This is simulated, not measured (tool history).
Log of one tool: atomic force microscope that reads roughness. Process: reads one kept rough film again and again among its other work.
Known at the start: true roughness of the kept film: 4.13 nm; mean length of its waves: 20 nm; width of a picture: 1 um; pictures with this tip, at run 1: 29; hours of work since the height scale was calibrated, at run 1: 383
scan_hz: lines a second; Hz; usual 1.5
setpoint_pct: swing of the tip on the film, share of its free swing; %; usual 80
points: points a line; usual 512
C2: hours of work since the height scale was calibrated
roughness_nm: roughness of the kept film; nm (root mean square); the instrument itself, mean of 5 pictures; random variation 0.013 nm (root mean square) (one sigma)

Run 1, hour 0: usual settings; pictures with this tip 29; C2 383. Result: roughness_nm 2.997 nm (root mean square).
Run 2, hour 22.5: usual settings; pictures with this tip 53; C2 394. Result: roughness_nm 2.949 nm (root mean square).
Run 3, hour 44.7: usual settings; pictures with this tip 78; C2 405. Result: roughness_nm 2.94 nm (root mean square).
At hour 50.8: new tip fitted.
Run 4, hour 63.6: usual settings; pictures with this tip 14; C2 413. Result: roughness_nm 2.973 nm (root mean square).
Run 5, hour 76.2: usual settings; pictures with this tip 27; C2 419. Result: roughness_nm 2.982 nm (root mean square).
Run 6, hour 95.5: usual settings; pictures with this tip 48; C2 428. Result: roughness_nm 2.974 nm (root mean square).
Run 7, hour 111.5: usual settings; pictures with this tip 66; C2 436. Result: roughness_nm 2.966 nm (root mean square).
At hour 129.8: new tip fitted.
Run 8, hour 129.8: usual settings but points 716; pictures with this tip 0; C2 444. Result: roughness_nm 3.004 nm (root mean square).
Run 9, hour 141.7: usual settings but scan_hz 1.56 Hz; pictures with this tip 13; C2 450. Result: roughness_nm 2.961 nm (root mean square).
Run 10, hour 159.2: usual settings but setpoint_pct 72 %; pictures with this tip 32; C2 458. Result: roughness_nm 3.069 nm (root mean square).
Run 11, hour 179.6: usual settings but setpoint_pct 72 %; pictures with this tip 55; C2 468. Result: roughness_nm 3.064 nm (root mean square).
Run 12, hour 203.1: usual settings but setpoint_pct 72 %; pictures with this tip 80; C2 479. Result: roughness_nm 3.026 nm (root mean square).
At hour 207.3: new tip fitted.
Run 13, hour 213.3: usual settings but setpoint_pct 72 %; pictures with this tip 7; C2 484. Result: roughness_nm 3.039 nm (root mean square).
Run 14, hour 225.4: usual settings but setpoint_pct 75 %; pictures with this tip 20; C2 489. Result: roughness_nm 3.027 nm (root mean square).
Run 15, hour 243.5: usual settings but points 444; pictures with this tip 40; C2 498. Result: roughness_nm 2.984 nm (root mean square).
Run 16, hour 259.2: usual settings but points 444; pictures with this tip 57; C2 505. Result: roughness_nm 2.944 nm (root mean square).
Run 17, hour 274.8: usual settings; pictures with this tip 74; C2 513. Result: roughness_nm 2.961 nm (root mean square).
At hour 286: new tip fitted.
Run 18, hour 293.1: usual settings; pictures with this tip 7; C2 521. Result: roughness_nm 2.982 nm (root mean square).
Run 19, hour 315.1: usual settings; pictures with this tip 31; C2 532. Result: roughness_nm 2.968 nm (root mean square).
Run 20, hour 331.4: usual settings but scan_hz 1.27 Hz; pictures with this tip 49; C2 539. Result: roughness_nm 2.989 nm (root mean square).
Run 21, hour 350.7: usual settings but scan_hz 1.27 Hz; pictures with this tip 70; C2 548. Result: roughness_nm 2.966 nm (root mean square).
At hour 364.4: new tip fitted.
Run 22, hour 371: usual settings but scan_hz 0.67 Hz, setpoint_pct 83 %; pictures with this tip 8; C2 558. Result: roughness_nm 3.078 nm (root mean square).
Run 23, hour 387.6: usual settings but scan_hz 2.17 Hz, setpoint_pct 69 %, points 682; pictures with this tip 26; C2 566. Result: roughness_nm 3.025 nm (root mean square).
Run 24, hour 403.8: usual settings but scan_hz 2.17 Hz, setpoint_pct 69 %, points 682; pictures with this tip 43; C2 573. Result: roughness_nm 3.013 nm (root mean square).
Run 25, hour 413.5: usual settings but scan_hz 0.51 Hz, setpoint_pct 79 %, points 648; pictures with this tip 54; C2 578. Result: roughness_nm 3.134 nm (root mean square).
Run 26, hour 424.8: usual settings but scan_hz 0.51 Hz, setpoint_pct 79 %, points 648; pictures with this tip 66; C2 583. Result: roughness_nm 3.098 nm (root mean square).
Run 27, hour 435: usual settings but scan_hz 0.51 Hz, setpoint_pct 79 %, points 648; pictures with this tip 77; C2 588. Result: roughness_nm 3.092 nm (root mean square).
At hour 441.9: new tip fitted.
Run 28, hour 451.5: usual settings but scan_hz 0.51 Hz, setpoint_pct 79 %, points 648; pictures with this tip 11; C2 596. Result: roughness_nm 3.12 nm (root mean square).
Run 29, hour 466.6: usual settings but scan_hz 0.61 Hz, setpoint_pct 59 %, points 362; pictures with this tip 27; C2 603. Result: roughness_nm 3.138 nm (root mean square).
Run 30, hour 480.2: usual settings but scan_hz 0.56 Hz, setpoint_pct 58 %; pictures with this tip 42; C2 609. Result: roughness_nm 3.152 nm (root mean square).
Run 31, hour 503.5: usual settings but scan_hz 0.56 Hz, setpoint_pct 58 %; pictures with this tip 68; C2 620. Result: roughness_nm 3.146 nm (root mean square).
Run 32, hour 515.2: usual settings but scan_hz 1.35 Hz, setpoint_pct 89 %, points 833; pictures with this tip 80; C2 626. Result: roughness_nm 2.918 nm (root mean square).
At hour 519.9: new tip fitted.
Run 33, hour 535.6: usual settings but scan_hz 1.35 Hz, setpoint_pct 89 %, points 391; pictures with this tip 17; C2 635. Result: roughness_nm 2.89 nm (root mean square).
Run 34, hour 557.9: usual settings but scan_hz 3.82 Hz, setpoint_pct 75 %, points 733; pictures with this tip 41; C2 646. Result: roughness_nm 2.812 nm (root mean square).
Run 35, hour 567.6: usual settings but scan_hz 0.5 Hz, setpoint_pct 81 %, points 855; pictures with this tip 52; C2 650. Result: roughness_nm 3.115 nm (root mean square).

Some steps in roughness_nm between neighbouring runs. How much of each would the tool show without its hidden state too (settings, what came in, random variation), and how much is left for the hidden state, with any gauge scatter that isn't in both results?
The hidden state here: radius of the tip, nm; height scale over the true one, %; drift of the gauge itself on roughness_nm, %.
Run 3 -> 4: new tip fitted. roughness_nm +0.033 nm (root mean square): hidden state +0.015, all else +0.018.
Run 12 -> 13: new tip fitted. roughness_nm +0.013 nm (root mean square): hidden state +0.014, all else -0.001.
Run 24 -> 25: scan_hz 2.17 -> 0.51, setpoint_pct 69 -> 79, points 682 -> 648. roughness_nm +0.121 nm (root mean square): hidden state -0.002, all else +0.123.
Run 27 -> 28: new tip fitted. roughness_nm +0.028 nm (root mean square): hidden state +0.015, all else +0.013.
Run 31 -> 32: scan_hz 0.56 -> 1.35, setpoint_pct 58 -> 89, points 512 -> 833. roughness_nm -0.228 nm (root mean square): hidden state -0.001, all else -0.227.
Run 34 -> 35: scan_hz 3.82 -> 0.5, setpoint_pct 75 -> 81, points 733 -> 855. roughness_nm +0.303 nm (root mean square): hidden state -0.004, all else +0.307.
